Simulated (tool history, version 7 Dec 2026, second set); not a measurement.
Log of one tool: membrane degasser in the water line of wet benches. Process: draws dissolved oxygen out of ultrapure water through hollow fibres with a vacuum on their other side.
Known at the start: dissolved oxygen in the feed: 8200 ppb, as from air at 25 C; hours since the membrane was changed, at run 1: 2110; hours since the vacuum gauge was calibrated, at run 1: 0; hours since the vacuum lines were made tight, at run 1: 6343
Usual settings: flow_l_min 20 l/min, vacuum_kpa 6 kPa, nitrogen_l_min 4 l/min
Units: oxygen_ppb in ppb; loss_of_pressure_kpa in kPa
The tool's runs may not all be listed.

| run | day | flow_l_min | vacuum_kpa | nitrogen_l_min | hours since the membrane was changed | hours since the vacuum gauge was calibrated | hours since the vacuum lines were made tight | oxygen_ppb | loss_of_pressure_kpa |
|---|---|---|---|---|---|---|---|---|---|
| 1 | 0 | 20 | 6 | 4 | 2110 | 0 | 6343 | 47.5 | 44.05 |
| 2 | 10.433 | 20 | 6 | 4 | 2361 | 250 | 6593 | 48.5 | 44.23 |
| 3 | 18.892 | 20 | 6 | 1.94 | 2564 | 453 | 6796 | 83.5 | 44.17 |
| 4 | 29.104 | 20 | 6 | 1.94 | 2809 | 699 | 7041 | 85.1 | 44.38 |
| 5 | 35.379 | 20 | 7.71 | 4 | 2960 | 849 | 7192 | 70.2 | 43.82 |
| 6 | 46.483 | 20 | 7.71 | 4 | 3226 | 1116 | 7458 | 70.1 | 44.62 |
| 7 | 56.462 | 20 | 7.71 | 4 | 3466 | 1355 | 7698 | 72.3 | 44.62 |
| 8 | 66.325 | 19 | 6 | 4 | 3702 | 1592 | 7935 | 47.9 | 42.75 |
| 9 | 76.675 | 19 | 6 | 4 | 3951 | 1840 | 8183 | 47.8 | 42.57 |
| 10 | 82.658 | 20 | 6 | 4 | 4094 | 1984 | 8327 | 52.2 | 44.65 |
|  | 86.383 | seals of the vacuum lines changed |
| 11 | 92.371 | 20 | 6 | 4 | 4325 | 2215 | 144 | 52.3 | 44.84 |
| 12 | 103.375 | 20 | 6 | 4 | 4589 | 2479 | 408 | 52.8 | 44.87 |
| 13 | 111.912 | 20 | 6 | 4 | 4794 | 2684 | 613 | 52.3 | 45.16 |
| 14 | 119.733 | 20 | 6 | 10.88 | 4982 | 2872 | 800 | 29.1 | 45.17 |
| 15 | 129.046 | 20 | 6 | 10.88 | 5206 | 3095 | 1024 | 28.9 | 44.95 |
| 16 | 136.612 | 15 | 6 | 10.88 | 5387 | 3277 | 1206 | 18.4 | 34.11 |
| 17 | 145.521 | 15 | 3.8 | 10.88 | 5601 | 3490 | 1419 | 11.6 | 34.31 |
| 18 | 154.104 | 15 | 3.8 | 10.88 | 5807 | 3696 | 1625 | 11.5 | 34.01 |
|  | 154.958 | vacuum gauge calibrated |
| 19 | 159.675 | 23 | 3.8 | 11.91 | 5940 | 113 | 1758 | 27 | 52.66 |
| 20 | 165.312 | 17 | 3.8 | 5.75 | 6075 | 248 | 1894 | 18.8 | 38.83 |
|  | 173.971 | vacuum gauge calibrated, once more |
| 21 | 174.704 | 17 | 3.8 | 5.75 | 6300 | 18 | 2119 | 15.3 | 39.06 |
| 22 | 186.688 | 19 | 6 | 1.77 | 6588 | 305 | 2406 | 85.7 | 43.5 |
| 23 | 198.617 | 14 | 6 | 4.35 | 6874 | 591 | 2693 | 29.7 | 32.34 |
| 24 | 210.333 | 18 | 3.85 | 3.22 | 7155 | 873 | 2974 | 23.3 | 41.25 |
| 25 | 216.017 | 30 | 9.68 | 9.53 | 7292 | 1009 | 3110 | 90.1 | 69.37 |

Run 26 comes next. What will it give?
| 26 | 223.458 | 26 | 10.47 | 8.11 | 7471 | 1188 | 3289 | ? | ? |

Run 26 gave oxygen_ppb 89.7 ppb, loss_of_pressure_kpa 60.33 kPa.
Without the tool's hidden state the same run would have given oxygen_ppb 77.4 ppb, loss_of_pressure_kpa 55.8 kPa.
